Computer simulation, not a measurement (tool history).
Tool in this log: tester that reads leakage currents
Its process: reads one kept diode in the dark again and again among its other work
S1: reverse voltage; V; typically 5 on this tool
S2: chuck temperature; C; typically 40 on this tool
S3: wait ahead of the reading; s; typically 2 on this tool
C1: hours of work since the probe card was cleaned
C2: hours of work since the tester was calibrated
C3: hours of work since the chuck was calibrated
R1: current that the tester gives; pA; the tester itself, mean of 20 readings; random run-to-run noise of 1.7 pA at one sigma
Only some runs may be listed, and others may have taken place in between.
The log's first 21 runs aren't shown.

run	hour	S1	S2	S3	C1	C2	C3	R1
22	1223.4	5.18	54	1.78	596	2430	1448	1793.01
23	1281.9	5.18	54	1.78	628	2462	1480	1786.3
# hour 1358.8: chuck's temperature calibrated
24	1358.8	1.12	54	5.99	670	2504	0	862.42
25	1410.4	5	37	2	698	2532	28	445.45
26	1452.6	5	40	4.14	721	2555	52	572.46
27	1496	2.51	55	1.07	745	2579	75	1365.76
28	1554.9	2.51	55	1.07	778	2612	108	1368.42
29	1615.6	2.53	26	7.59	811	2645	141	120.62
30	1691.3	2.53	26	7.59	853	2687	183	120.16
31	1737	2.53	36	9.95	878	2712	208	293.8
32	1816.9	5	40	2.23	922	2756	252	572.19
33	1891.7	5	43	0.53	963	2797	293	735.5
34	1954.4	5	43	0.53	997	2832	328	734.07
35	2005.5	5	35	0.53	1026	2860	356	373.35
36	2054.9	5	40	2.8	1053	2887	383	570.32
37	2101.2	5	40	2.8	1078	2912	409	572.35
38	2177.7	2.84	47	2	1120	2954	451	776.96
39	2250.7	6.72	21	5.91	1161	2995	491	119.44
40	2316.6	5	31	4.03	1197	3031	527	263.32

Below are 4 alternative next runs, each starting from the tool's condition after run 40. Predict each:
A	2377.6	5	21	2	1230	3064	561	?
B	2377.6	1.17	40	0.68	1230	3064	561	?
C	2377.6	5	28	0.68	1230	3064	561	?
D	2377.6	6.68	40	1.27	1230	3064	561	?

run	R1
A	104.69
B	286.51
C	202.22
D	656.99
Stripped of hidden state, with their random variation kept, the same runs would have yielded:
run	R1
A	104.75
B	286.82
C	202.39
D	657.64
